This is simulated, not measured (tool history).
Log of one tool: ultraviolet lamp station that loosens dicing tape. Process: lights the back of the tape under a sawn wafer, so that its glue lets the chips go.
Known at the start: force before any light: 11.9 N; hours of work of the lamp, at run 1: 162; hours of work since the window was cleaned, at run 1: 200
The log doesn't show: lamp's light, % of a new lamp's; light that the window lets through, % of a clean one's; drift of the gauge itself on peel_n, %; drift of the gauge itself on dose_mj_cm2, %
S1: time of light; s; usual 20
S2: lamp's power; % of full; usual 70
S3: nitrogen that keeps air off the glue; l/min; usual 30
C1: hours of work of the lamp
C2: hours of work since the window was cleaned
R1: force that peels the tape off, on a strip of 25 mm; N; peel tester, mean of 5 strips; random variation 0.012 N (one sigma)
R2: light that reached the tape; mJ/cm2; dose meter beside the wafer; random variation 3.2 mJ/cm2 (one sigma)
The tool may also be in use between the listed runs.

run 1 hour=0.0 | S1=20 S2=70 S3=30 | C1=162 C2=200 | R1=0.668 R2=461
run 2 hour=17.0 | S1=20 S2=70 S3=10 | C1=173 C2=211 | R1=1.613 R2=465
run 3 hour=29.9 | S1=20 S2=70 S3=10 | C1=181 C2=220 | R1=1.619 R2=455
run 4 hour=40.3 | S1=20 S2=70 S3=10 | C1=188 C2=227 | R1=1.706 R2=454
run 5 hour=61.0 | S1=20 S2=72 S3=30 | C1=202 C2=241 | R1=0.643 R2=468
run 6 hour=74.6 | S1=20 S2=72 S3=30 | C1=211 C2=250 | R1=0.663 R2=469
run 7 hour=96.3 | S1=20 S2=89 S3=30 | C1=225 C2=264 | R1=0.428 R2=570
run 8 hour=111.2 | S1=20 S2=89 S3=30 | C1=235 C2=274 | R1=0.432 R2=573
run 9 hour=128.4 | S1=20 S2=65 S3=30 | C1=247 C2=285 | R1=0.888 R2=416
run 10 hour=144.9 | S1=20 S2=70 S3=30 | C1=258 C2=296 | R1=0.747 R2=441
run 11 hour=161.4 | S1=20 S2=70 S3=30 | C1=269 C2=307 | R1=0.750 R2=440
run 12 hour=178.9 | S1=20 S2=70 S3=30 | C1=280 C2=319 | R1=0.751 R2=439
run 13 hour=195.8 | S1=20 S2=70 S3=30 | C1=292 C2=330 | R1=0.774 R2=436
-- hour=197.4 window cleaned of glue's vapour
run 14 hour=209.6 | S1=11 S2=83 S3=21 | C1=300 C2=8 | R1=2.368 R2=280
run 15 hour=220.5 | S1=11 S2=69 S3=36 | C1=308 C2=15 | R1=2.335 R2=232
run 16 hour=229.7 | S1=20 S2=81 S3=30 | C1=314 C2=21 | R1=0.579 R2=492
-- hour=231.4 window cleaned of glue's vapour, once more
run 17 hour=240.1 | S1=20 S2=81 S3=30 | C1=320 C2=6 | R1=0.545 R2=510
run 18 hour=251.6 | S1=20 S2=85 S3=30 | C1=328 C2=13 | R1=0.490 R2=538
run 19 hour=260.6 | S1=16 S2=84 S3=15 | C1=334 C2=19 | R1=1.466 R2=421
run 20 hour=271.9 | S1=11 S2=84 S3=30 | C1=341 C2=27 | R1=1.769 R2=288
run 21 hour=289.5 | S1=11 S2=84 S3=30 | C1=353 C2=39 | R1=1.785 R2=290

Forecast each of these 4 alternatives for the next run:
run A hour=306.4 | S1=20 S2=70 S3=13 | C1=364 C2=50 | R1=? R2=?
run B hour=306.4 | S1=11 S2=84 S3=36 | C1=364 C2=50 | R1=? R2=?
run C hour=306.4 | S1=11 S2=82 S3=30 | C1=364 C2=50 | R1=? R2=?
run D hour=306.4 | S1=20 S2=70 S3=13 | C1=364 C2=50 | R1=? R2=?

run=A R1=1.519 R2=429
run=B R1=1.618 R2=291
run=C R1=1.852 R2=279
run=D R1=1.466 R2=435
Without the tool's hidden state the same runs would have given:
run=A R1=1.150 R2=495
run=B R1=1.228 R2=335
run=C R1=1.429 R2=321
run=D R1=1.109 R2=501
